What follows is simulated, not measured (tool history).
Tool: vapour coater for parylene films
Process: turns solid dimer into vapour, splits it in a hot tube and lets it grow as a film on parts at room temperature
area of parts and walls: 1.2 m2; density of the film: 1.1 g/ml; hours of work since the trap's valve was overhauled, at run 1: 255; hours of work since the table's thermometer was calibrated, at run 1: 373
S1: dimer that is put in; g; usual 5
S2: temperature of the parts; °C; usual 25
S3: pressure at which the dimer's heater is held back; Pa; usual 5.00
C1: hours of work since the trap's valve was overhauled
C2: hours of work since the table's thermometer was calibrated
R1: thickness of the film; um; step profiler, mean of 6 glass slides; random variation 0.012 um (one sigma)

run 1 day=0.000 | S1=5 S2=25 S3=5.00 | C1=255 C2=373 | R1=2.88
run 2 day=2.004 | S1=5 S2=25 S3=5.00 | C1=283 C2=401 | R1=2.87
run 3 day=3.538 | S1=5 S2=25 S3=5.00 | C1=304 C2=423 | R1=2.87
run 4 day=4.467 | S1=5 S2=25 S3=5.00 | C1=317 C2=436 | R1=2.85
run 5 day=6.192 | S1=5 S2=25 S3=5.00 | C1=341 C2=460 | R1=2.85
run 6 day=7.554 | S1=5 S2=25 S3=4.63 | C1=361 C2=479 | R1=2.89
run 7 day=9.371 | S1=5 S2=25 S3=4.63 | C1=386 C2=504 | R1=2.87
run 8 day=10.471 | S1=4 S2=26 S3=2.38 | C1=401 C2=520 | R1=2.55
run 9 day=11.429 | S1=4 S2=26 S3=2.38 | C1=415 C2=533 | R1=2.57
run 10 day=13.233 | S1=4 S2=36 S3=6.87 | C1=440 C2=558 | R1=1.40
run 11 day=14.212 | S1=9 S2=24 S3=5.00 | C1=454 C2=572 | R1=5.27
run 12 day=15.971 | S1=3 S2=24 S3=5.00 | C1=478 C2=597 | R1=1.76
-- day=16.283 trap's valve overhauled
run 13 day=17.896 | S1=3 S2=30 S3=2.89 | C1=23 C2=621 | R1=1.70
run 14 day=19.250 | S1=5 S2=25 S3=7.29 | C1=41 C2=640 | R1=2.77

5 ways to go on from here, each from the tool as it stands after run 14. What would each give?
run A day=20.179 | S1=5 S2=20 S3=5.00 | C1=55 C2=653 | R1=?
run B day=20.179 | S1=2 S2=26 S3=8.05 | C1=55 C2=653 | R1=?
run C day=20.179 | S1=5 S2=25 S3=5.00 | C1=55 C2=653 | R1=?
run D day=20.179 | S1=2 S2=25 S3=11.89 | C1=55 C2=653 | R1=?
run E day=20.179 | S1=5 S2=19 S3=11.44 | C1=55 C2=653 | R1=?

run=A R1=3.64
run=B R1=1.03
run=C R1=3.01
run=D R1=1.00
run=E R1=3.16
Without the tool's hidden state the same runs would have given:
run=A R1=3.58
run=B R1=1.01
run=C R1=2.97
run=D R1=0.98
run=E R1=3.12
